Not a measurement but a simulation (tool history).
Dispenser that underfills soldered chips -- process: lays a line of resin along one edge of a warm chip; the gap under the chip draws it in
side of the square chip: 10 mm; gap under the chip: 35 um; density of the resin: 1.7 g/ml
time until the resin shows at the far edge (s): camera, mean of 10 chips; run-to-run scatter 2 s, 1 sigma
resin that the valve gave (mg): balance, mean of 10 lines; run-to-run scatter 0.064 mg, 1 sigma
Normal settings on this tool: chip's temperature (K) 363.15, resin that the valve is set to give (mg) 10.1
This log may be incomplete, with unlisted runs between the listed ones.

run    day  chip's temperature (K)  resin that the valve is set to give (mg)  time until the resin shows at the far edge (s)  resin that the valve gave (mg)
  1  0.000                  363.15                                      10.1                                           242.3                            9.69
  2  0.104                  363.15                                      10.1                                           255.8                            9.56
     0.325  -- new syringe of resin
  3  0.329                  363.15                                      10.1                                           195.6                            9.67
     0.458  -- dispensing valve cleaned and set on the balance
  4  0.525                  351.15                                      10.1                                           306.5                           10.02
  5  0.721                  351.15                                      10.1                                           356.0                           10.11
  6  0.879                  351.15                                      10.1                                           388.5                           10.10
     0.967  -- new syringe of resin
  7  1.012                  363.15                                      10.1                                           204.7                            9.96
  8  1.117                  363.15                                      10.1                                           222.2                           10.12
  9  1.288                  368.15                                      10.1                                           213.8                           10.02
 10  1.475                  372.15                                       9.3                                           225.9                            9.25
     1.575  -- new syringe of resin
 11  1.629                  372.15                                       9.3                                           164.3                            9.25
 12  1.788                  365.15                                      12.9                                           210.5                           12.74
 13  1.925                  361.15                                      12.1                                           265.5                           12.02
 14  2.025                  361.15                                      12.1                                           278.6                           11.92
     2.179  -- new syringe of resin
 15  2.238                  361.15                                      12.1                                           210.1                           11.85
 16  2.404                  370.15                                       8.8                                           190.9                            8.73

Consider 5 possible next runs. They are alternatives, not a sequence: every one starts from the tool as it was left by run 16. What does each give?
  A  2.508                  373.15                                      10.1                                               ?                               ?
  B  2.508                  363.15                                      11.7                                               ?                               ?
  C  2.508                  363.15                                       9.6                                               ?                               ?
  D  2.508                  354.15                                      13.0                                               ?                               ?
  E  2.508                  351.15                                      10.4                                               ?                               ?

run  time until the resin shows at the far edge (s)  resin that the valve gave (mg)
  A                                           184.7                            9.85
  B                                           244.5                           11.58
  C                                           247.0                            9.44
  D                                           309.3                           12.71
  E                                           348.7                           10.27
With the hidden condition removed and each run's random variation left untouched, the same runs would have given:
run  time until the resin shows at the far edge (s)  resin that the valve gave (mg)
  A                                           149.7                           10.00
  B                                           198.5                           11.76
  C                                           200.2                            9.58
  D                                           251.3                           12.90
  E                                           282.9                           10.42
